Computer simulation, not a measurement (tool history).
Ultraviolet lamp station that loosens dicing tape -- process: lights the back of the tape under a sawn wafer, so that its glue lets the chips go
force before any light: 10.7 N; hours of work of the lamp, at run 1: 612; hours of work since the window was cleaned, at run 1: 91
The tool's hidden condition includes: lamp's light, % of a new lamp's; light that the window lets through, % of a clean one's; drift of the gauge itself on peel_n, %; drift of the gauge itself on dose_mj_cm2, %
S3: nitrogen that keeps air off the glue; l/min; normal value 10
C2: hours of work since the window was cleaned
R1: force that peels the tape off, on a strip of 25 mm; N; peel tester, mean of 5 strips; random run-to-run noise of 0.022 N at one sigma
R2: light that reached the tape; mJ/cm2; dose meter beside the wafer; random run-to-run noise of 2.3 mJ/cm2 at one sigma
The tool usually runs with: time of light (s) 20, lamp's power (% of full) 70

Run 1, hour 0: usual settings; hours of work of the lamp 612; C2 91. Result: R1 1.472 N, R2 182 mJ/cm2.
Run 2, hour 22.4: usual settings; hours of work of the lamp 629; C2 109. Result: R1 1.428 N, R2 181 mJ/cm2.
Run 3, hour 51.1: usual settings; hours of work of the lamp 651; C2 130. Result: R1 1.491 N, R2 178 mJ/cm2.
Run 4, hour 72.4: usual settings; hours of work of the lamp 667; C2 147. Result: R1 1.481 N, R2 174 mJ/cm2.
Run 5, hour 102.8: usual settings; hours of work of the lamp 691; C2 170. Result: R1 1.523 N, R2 175 mJ/cm2.
Run 6, hour 130.8: usual settings; hours of work of the lamp 712; C2 191. Result: R1 1.497 N, R2 174 mJ/cm2.
Run 7, hour 168.7: usual settings; hours of work of the lamp 741; C2 220. Result: R1 1.52 N, R2 170 mJ/cm2.
Run 8, hour 190.1: usual settings; hours of work of the lamp 757; C2 236. Result: R1 1.592 N, R2 171 mJ/cm2.
Run 9, hour 227.1: usual settings but time of light (s) 25; hours of work of the lamp 786; C2 265. Result: R1 1.05 N, R2 213 mJ/cm2.
Run 10, hour 255.9: usual settings but time of light (s) 25, S3 11 l/min; hours of work of the lamp 808; C2 287. Result: R1 1.058 N, R2 212 mJ/cm2.
Run 11, hour 291.6: usual settings but lamp's power (% of full) 65; hours of work of the lamp 835; C2 314. Result: R1 1.846 N, R2 153 mJ/cm2.
At hour 295.5: window cleaned of glue's vapour.
Run 12, hour 332.8: usual settings but lamp's power (% of full) 65; hours of work of the lamp 866; C2 29. Result: R1 2.043 N, R2 149 mJ/cm2.
Run 13, hour 377.2: usual settings but lamp's power (% of full) 65; hours of work of the lamp 900; C2 62. Result: R1 2.071 N, R2 145 mJ/cm2.
Run 14, hour 416.4: usual settings but lamp's power (% of full) 88; hours of work of the lamp 930; C2 92. Result: R1 1.266 N, R2 195 mJ/cm2.
Run 15, hour 453.9: usual settings but time of light (s) 23, lamp's power (% of full) 72; hours of work of the lamp 958; C2 121. Result: R1 1.385 N, R2 182 mJ/cm2.
Run 16, hour 476.2: usual settings but time of light (s) 17, S3 17 l/min; hours of work of the lamp 975; C2 138. Result: R1 2.168 N, R2 131 mJ/cm2.

Branching from run 16: 4 alternative next runs. What would each branch give?
At hour 499.3: window cleaned of glue's vapour, once more.
Run A, hour 512.4: usual settings but time of light (s) 19, S3 17 l/min; hours of work of the lamp 1003; C2 10. Result: R1 ?, R2 ?.
At hour 499.3: window cleaned of glue's vapour, once more.
Run B, hour 512.4: usual settings but lamp's power (% of full) 71; hours of work of the lamp 1003; C2 10. Result: R1 ?, R2 ?.
At hour 499.3: window cleaned of glue's vapour, once more.
Run C, hour 512.4: usual settings but time of light (s) 24, lamp's power (% of full) 86, S3 5 l/min; hours of work of the lamp 1003; C2 10. Result: R1 ?, R2 ?.
At hour 499.3: window cleaned of glue's vapour, once more.
Run D, hour 512.4: usual settings but time of light (s) 21, lamp's power (% of full) 88, S3 19 l/min; hours of work of the lamp 1003; C2 10. Result: R1 ?, R2 ?.

run     R1   R2
  A  1.575  157
  B   1.61  170
  C   1.09  248
  D  0.742  222
With the hidden condition removed and each run's random variation left untouched, the same runs would have given:
run     R1   R2
  A  1.012  197
  B  1.044  213
  C  0.673  311
  D  0.457  279
